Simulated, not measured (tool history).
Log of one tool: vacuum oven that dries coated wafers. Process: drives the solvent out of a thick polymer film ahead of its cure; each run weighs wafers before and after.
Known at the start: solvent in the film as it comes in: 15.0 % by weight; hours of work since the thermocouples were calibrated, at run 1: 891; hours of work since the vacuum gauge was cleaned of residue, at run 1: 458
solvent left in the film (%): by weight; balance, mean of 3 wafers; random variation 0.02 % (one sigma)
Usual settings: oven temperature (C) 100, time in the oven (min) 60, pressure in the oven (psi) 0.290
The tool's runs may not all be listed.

run,day,oven temperature (C),time in the oven (min),pressure in the oven (psi),hours of work since the thermocouples were calibrated,hours of work since the vacuum gauge was cleaned of residue,solvent left in the film (%)
1,0.000,100,60,0.290,891,458,2.45
2,1.346,95,60,0.290,908,475,3.61
3,2.192,95,60,0.290,918,485,3.56
4,3.412,95,60,0.290,934,501,3.57
5,4.583,95,60,0.290,949,516,3.60
6,5.958,100,60,0.158,966,533,2.17
7,7.625,100,60,0.290,987,554,2.40
8,9.112,105,60,0.290,1006,573,1.50
9,10.150,100,60,0.290,1019,586,2.40
# day 10.400: oven's thermocouples calibrated
10,11.188,100,60,0.290,10,598,2.63
11,12.783,100,60,1.091,30,618,4.27
12,13.588,100,60,0.477,40,628,2.97
13,14.408,100,54,0.477,51,639,3.34
14,15.292,100,54,0.477,62,650,3.35
15,16.821,100,54,0.477,81,669,3.34
16,17.633,100,60,0.290,91,679,2.60
17,18.808,100,60,0.290,106,694,2.60
18,20.271,100,60,0.290,125,713,2.58
19,21.712,100,60,0.838,143,731,3.74
20,23.308,100,86,0.273,163,751,1.53
21,24.300,100,86,0.273,176,764,1.56
22,25.171,100,50,0.328,187,775,3.31
23,26.904,100,58,0.328,209,796,2.78
24,27.833,100,45,1.038,220,808,5.02
25,28.708,100,39,1.037,231,819,5.56
26,29.867,87,50,0.912,246,834,8.03
27,30.825,95,77,0.187,258,846,2.52
28,32.604,100,37,0.290,281,869,4.44
29,33.429,100,37,0.290,291,879,4.38
30,34.925,100,100,0.355,310,898,1.41
31,35.929,100,35,0.525,323,911,5.07
32,37.746,100,35,0.525,346,933,5.08
33,39.271,100,35,0.525,365,953,5.06
34,41.062,96,49,0.525,387,975,4.69
35,42.375,96,49,0.525,404,992,4.79
36,43.350,96,49,0.525,416,1004,4.75

Forecast each of these 5 alternatives for the next run:
A,44.554,105,87,0.525,431,1019,?
B,44.554,96,75,0.170,431,1019,?
C,44.554,100,64,0.155,431,1019,?
D,44.554,100,99,0.290,431,1019,?
E,44.554,88,49,0.525,431,1019,?

run,solvent left in the film (%)
A,1.41
B,2.39
C,2.04
D,1.25
E,6.91
Without the tool's hidden state the same runs would have given:
run,solvent left in the film (%)
A,1.41
B,2.43
C,2.08
D,1.25
E,6.99
